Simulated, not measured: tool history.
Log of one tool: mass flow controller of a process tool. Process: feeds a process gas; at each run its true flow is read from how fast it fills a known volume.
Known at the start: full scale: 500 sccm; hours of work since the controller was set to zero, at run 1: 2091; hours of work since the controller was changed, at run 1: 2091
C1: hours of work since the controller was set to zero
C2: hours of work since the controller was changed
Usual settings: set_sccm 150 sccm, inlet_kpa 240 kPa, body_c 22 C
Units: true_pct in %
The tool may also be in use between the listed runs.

run 1 hour=0 | set_sccm=150 inlet_kpa=240 body_c=22 | C1=2091 C2=2091 | true_pct=101.14
run 2 hour=164.3 | set_sccm=224 inlet_kpa=240 body_c=22 | C1=2182 C2=2182 | true_pct=100.86
run 3 hour=358.2 | set_sccm=224 inlet_kpa=201 body_c=22 | C1=2289 C2=2289 | true_pct=101.08
run 4 hour=585.8 | set_sccm=224 inlet_kpa=201 body_c=22 | C1=2415 C2=2415 | true_pct=101.23
run 5 hour=737.4 | set_sccm=224 inlet_kpa=201 body_c=22 | C1=2498 C2=2498 | true_pct=101.26
run 6 hour=1050.4 | set_sccm=224 inlet_kpa=201 body_c=22 | C1=2672 C2=2672 | true_pct=101.35
run 7 hour=1252 | set_sccm=224 inlet_kpa=201 body_c=22 | C1=2783 C2=2783 | true_pct=101.5
run 8 hour=1451.4 | set_sccm=224 inlet_kpa=201 body_c=22 | C1=2893 C2=2893 | true_pct=101.67
run 9 hour=1674.2 | set_sccm=224 inlet_kpa=201 body_c=22 | C1=3016 C2=3016 | true_pct=101.72
run 10 hour=1999.5 | set_sccm=224 inlet_kpa=201 body_c=22 | C1=3196 C2=3196 | true_pct=101.96
run 11 hour=2182.6 | set_sccm=150 inlet_kpa=240 body_c=20 | C1=3298 C2=3298 | true_pct=102.66
run 12 hour=2344.4 | set_sccm=150 inlet_kpa=240 body_c=21 | C1=3387 C2=3387 | true_pct=102.6
run 13 hour=2648.5 | set_sccm=150 inlet_kpa=240 body_c=37 | C1=3555 C2=3555 | true_pct=102.09
run 14 hour=2948.6 | set_sccm=150 inlet_kpa=240 body_c=37 | C1=3721 C2=3721 | true_pct=102.37
run 15 hour=3287.1 | set_sccm=150 inlet_kpa=240 body_c=37 | C1=3908 C2=3908 | true_pct=102.57
run 16 hour=3445.7 | set_sccm=150 inlet_kpa=240 body_c=37 | C1=3996 C2=3996 | true_pct=102.65
run 17 hour=3632.9 | set_sccm=150 inlet_kpa=263 body_c=22 | C1=4100 C2=4100 | true_pct=103.42
run 18 hour=3956.4 | set_sccm=150 inlet_kpa=263 body_c=22 | C1=4278 C2=4278 | true_pct=103.51
-- hour=4062.8 controller's zero set anew
run 19 hour=4254.5 | set_sccm=150 inlet_kpa=263 body_c=22 | C1=106 C2=4443 | true_pct=99.65
run 20 hour=4568.8 | set_sccm=150 inlet_kpa=263 body_c=22 | C1=280 C2=4617 | true_pct=99.76
run 21 hour=4861.7 | set_sccm=150 inlet_kpa=240 body_c=22 | C1=442 C2=4779 | true_pct=100.18
run 22 hour=5052.9 | set_sccm=150 inlet_kpa=240 body_c=22 | C1=547 C2=4884 | true_pct=100.14
run 23 hour=5335.9 | set_sccm=150 inlet_kpa=240 body_c=35 | C1=704 C2=5041 | true_pct=99.73
run 24 hour=5664.1 | set_sccm=60 inlet_kpa=169 body_c=29 | C1=885 C2=5222 | true_pct=101.95
run 25 hour=5950.2 | set_sccm=60 inlet_kpa=169 body_c=29 | C1=1044 C2=5381 | true_pct=102.35
run 26 hour=6096 | set_sccm=60 inlet_kpa=169 body_c=29 | C1=1124 C2=5461 | true_pct=102.62
run 27 hour=6359.1 | set_sccm=60 inlet_kpa=169 body_c=29 | C1=1270 C2=5607 | true_pct=103.02
run 28 hour=6647.7 | set_sccm=60 inlet_kpa=169 body_c=29 | C1=1429 C2=5766 | true_pct=103.53
run 29 hour=6982.2 | set_sccm=60 inlet_kpa=169 body_c=29 | C1=1614 C2=5951 | true_pct=103.9

Forecast run 30:
run 30 hour=7249.7 | set_sccm=78 inlet_kpa=177 body_c=29 | C1=1762 C2=6099 | true_pct=?

{"run 30": {"true_pct": 103.18}}
Without the tool's hidden state the same run would have given true_pct 98.47 %.

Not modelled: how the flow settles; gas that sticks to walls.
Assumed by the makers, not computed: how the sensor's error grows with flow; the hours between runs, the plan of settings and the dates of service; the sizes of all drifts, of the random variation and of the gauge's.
